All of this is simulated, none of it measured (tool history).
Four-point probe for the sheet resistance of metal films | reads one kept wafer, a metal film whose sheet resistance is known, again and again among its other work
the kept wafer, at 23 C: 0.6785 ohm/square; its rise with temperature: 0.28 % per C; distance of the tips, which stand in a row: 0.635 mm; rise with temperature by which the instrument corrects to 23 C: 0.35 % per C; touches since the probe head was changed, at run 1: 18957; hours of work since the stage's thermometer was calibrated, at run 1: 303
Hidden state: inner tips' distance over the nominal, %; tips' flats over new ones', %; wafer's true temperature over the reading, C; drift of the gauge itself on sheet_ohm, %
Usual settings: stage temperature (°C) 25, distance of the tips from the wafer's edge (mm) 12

run	day	stage temperature (°C)	distance of the tips from the wafer's edge (mm)	touches since the probe head was changed	hours of work since the stage's thermometer was calibrated	sheet resistance as the instrument gives it (ohm/square)
1	0	25	12	18957	303	0.676286
2	0.746	25	12	19863	317	0.67622
3	1.696	25	12	21017	334	0.676233
4	2.308	25	12	21759	345	0.676273
5	2.992	25	12	22589	357	0.676102
6	3.642	27	12	23379	369	0.675201
7	4.575	27	12	24514	386	0.675171
8	5.162	27	12	25227	396	0.675169
9	6.017	21	12	26263	412	0.678212
10	6.454	21	12	26798	420	0.678032
11	7.088	21	12	27565	431	0.678018
12	7.629	21	12	28224	441	0.677723
13	8.567	34	12	29362	458	0.671419
14	9.408	34	20	30385	473	0.670592
15	9.796	34	20	30853	480	0.670867
16	10.688	28	4	31938	496	0.682134
17	11.375	28	4	32774	508	0.682247
18	11.896	28	4	33406	518	0.68234
19	12.467	20	13	34101	528	0.677878
20	13.238	20	13	35037	542	0.677784
21	13.962	20	13	35915	555	0.677677
22	14.521	20	13	36594	565	0.677916
23	15.2	29	70	37418	577	0.672544
24	15.625	19	44	37936	585	0.677419

Forecast run 25:
25	16.454	19	44	38942	600	?

Run 25 gave sheet resistance as the instrument gives it (ohm/square) 0.677624.
Without the tool's hidden state the same run would have given sheet resistance as the instrument gives it (ohm/square) 0.680879.
